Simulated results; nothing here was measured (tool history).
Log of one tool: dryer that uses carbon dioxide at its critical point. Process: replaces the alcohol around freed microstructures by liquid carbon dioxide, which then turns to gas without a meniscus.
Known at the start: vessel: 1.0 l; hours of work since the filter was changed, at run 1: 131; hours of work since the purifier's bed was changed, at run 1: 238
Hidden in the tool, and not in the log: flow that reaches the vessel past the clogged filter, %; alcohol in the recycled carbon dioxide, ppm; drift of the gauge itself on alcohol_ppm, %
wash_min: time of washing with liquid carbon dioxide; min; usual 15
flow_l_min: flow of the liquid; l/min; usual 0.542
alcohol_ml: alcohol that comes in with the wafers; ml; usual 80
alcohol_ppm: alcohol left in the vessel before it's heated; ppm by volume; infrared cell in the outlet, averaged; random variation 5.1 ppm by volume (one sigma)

run	day	wash_min	flow_l_min	alcohol_ml	hours of work since the filter was changed	hours of work since the purifier's bed was changed	alcohol_ppm
1	0.000	15	0.542	80	131	238	133
2	0.883	10	0.542	80	138	245	882
3	2.283	15	0.542	80	150	257	150
4	3.112	15	0.739	80	156	263	61
5	4.650	15	0.542	33	168	276	101
6	5.750	15	0.542	82	177	284	154
7	6.800	20	0.542	82	186	293	77
8	8.633	15	0.542	37	200	308	104
9	10.350	15	0.668	37	214	321	76
10	11.854	15	0.542	80	226	333	174
11	12.800	15	0.542	80	234	341	166
12	14.358	15	0.542	80	246	353	189
13	16.154	15	0.542	80	261	368	191
14	17.579	11	0.542	80	272	379	727
15	18.483	11	0.542	80	279	386	724
16	19.867	15	0.343	80	290	397	1394
17	21.292	15	0.343	80	302	409	1400
18	23.088	13	0.542	80	316	423	358
19	24.717	15	0.424	80	329	436	601
20	26.088	15	0.424	80	340	447	624
21	28.088	23	0.574	35	356	463	105
22	29.392	23	0.457	35	367	474	118
23	30.554	23	0.457	35	376	483	126
24	31.667	23	0.457	35	385	492	117
25	33.042	23	0.457	35	396	503	123
26	34.133	17	0.743	70	404	512	117
27	35.162	15	0.745	80	413	520	134
28	36.808	15	0.334	57	426	533	1304
29	37.850	15	0.334	57	434	541	1339
# day 39.000: inlet filter changed
30	39.175	15	0.334	57	1	552	831
31	40.683	12	0.663	85	13	564	202
32	42.175	12	0.546	80	25	576	398
33	43.783	12	0.546	80	38	589	397
34	44.867	23	0.542	80	47	597	136
35	46.108	9	0.542	31	57	607	593
36	47.838	14	0.542	117	71	621	308
37	48.696	14	0.542	117	78	628	303

Forecast run 38:
38	49.833	22	0.772	117	87	637	?

{"run 38": {"alcohol_ppm": 142}}
Without the tool's hidden state the same run would have given alcohol_ppm 1 ppm by volume.
